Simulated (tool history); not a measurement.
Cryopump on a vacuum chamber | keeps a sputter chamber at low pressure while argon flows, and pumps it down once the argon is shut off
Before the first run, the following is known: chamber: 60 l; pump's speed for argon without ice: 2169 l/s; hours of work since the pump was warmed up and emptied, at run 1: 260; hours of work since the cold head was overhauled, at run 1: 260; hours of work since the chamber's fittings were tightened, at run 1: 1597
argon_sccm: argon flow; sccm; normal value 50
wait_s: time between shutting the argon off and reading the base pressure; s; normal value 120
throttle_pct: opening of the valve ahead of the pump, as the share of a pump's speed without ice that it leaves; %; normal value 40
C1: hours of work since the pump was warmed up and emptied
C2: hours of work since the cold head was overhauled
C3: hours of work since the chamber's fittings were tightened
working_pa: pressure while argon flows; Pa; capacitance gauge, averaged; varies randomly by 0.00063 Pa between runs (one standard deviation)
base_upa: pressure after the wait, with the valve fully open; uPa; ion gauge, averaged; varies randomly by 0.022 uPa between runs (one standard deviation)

Run 1, hour 0: usual settings; C1 260; C2 260; C3 1597. Result: working_pa 0.1023 Pa, base_upa 2.03 uPa.
Run 2, hour 23.9: usual settings; C1 276; C2 276; C3 1612. Result: working_pa 0.1019 Pa, base_upa 2.06 uPa.
Run 3, hour 38.1: usual settings; C1 285; C2 285; C3 1621. Result: working_pa 0.1017 Pa, base_upa 2.04 uPa.
Run 4, hour 61.6: usual settings but wait_s 79 s; C1 300; C2 300; C3 1636. Result: working_pa 0.101 Pa, base_upa 2.37 uPa.
Run 5, hour 85.4: usual settings; C1 315; C2 315; C3 1652. Result: working_pa 0.1016 Pa, base_upa 2.12 uPa.
Run 6, hour 110: usual settings; C1 331; C2 331; C3 1668. Result: working_pa 0.1028 Pa, base_upa 2.17 uPa.
Run 7, hour 133.2: usual settings; C1 346; C2 346; C3 1682. Result: working_pa 0.102 Pa, base_upa 2.21 uPa.
Run 8, hour 156: usual settings but wait_s 221 s, throttle_pct 43 %; C1 361; C2 361; C3 1697. Result: working_pa 0.0963 Pa, base_upa 1.93 uPa.
Run 9, hour 184.6: usual settings but argon_sccm 33 sccm, wait_s 55 s, throttle_pct 19 %; C1 379; C2 379; C3 1716. Result: working_pa 0.1401 Pa, base_upa 2.81 uPa.
Run 10, hour 209: usual settings but argon_sccm 33 sccm, wait_s 55 s, throttle_pct 19 %; C1 395; C2 395; C3 1731. Result: working_pa 0.1397 Pa, base_upa 2.83 uPa.
Run 11, hour 221.7: usual settings but argon_sccm 33 sccm, wait_s 55 s, throttle_pct 19 %; C1 403; C2 403; C3 1739. Result: working_pa 0.1393 Pa, base_upa 2.87 uPa.

The next listed run, before its measurement:
Run 12, hour 245.3: usual settings but argon_sccm 33 sccm, wait_s 55 s, throttle_pct 19 %; C1 418; C2 418; C3 1755. Result: working_pa ?, base_upa ?.

Run 12 yielded working_pa 0.1408 Pa, base_upa 2.8 uPa.
With no hidden state in the tool, this same run would have given working_pa 0.1362 Pa, base_upa 1.18 uPa.
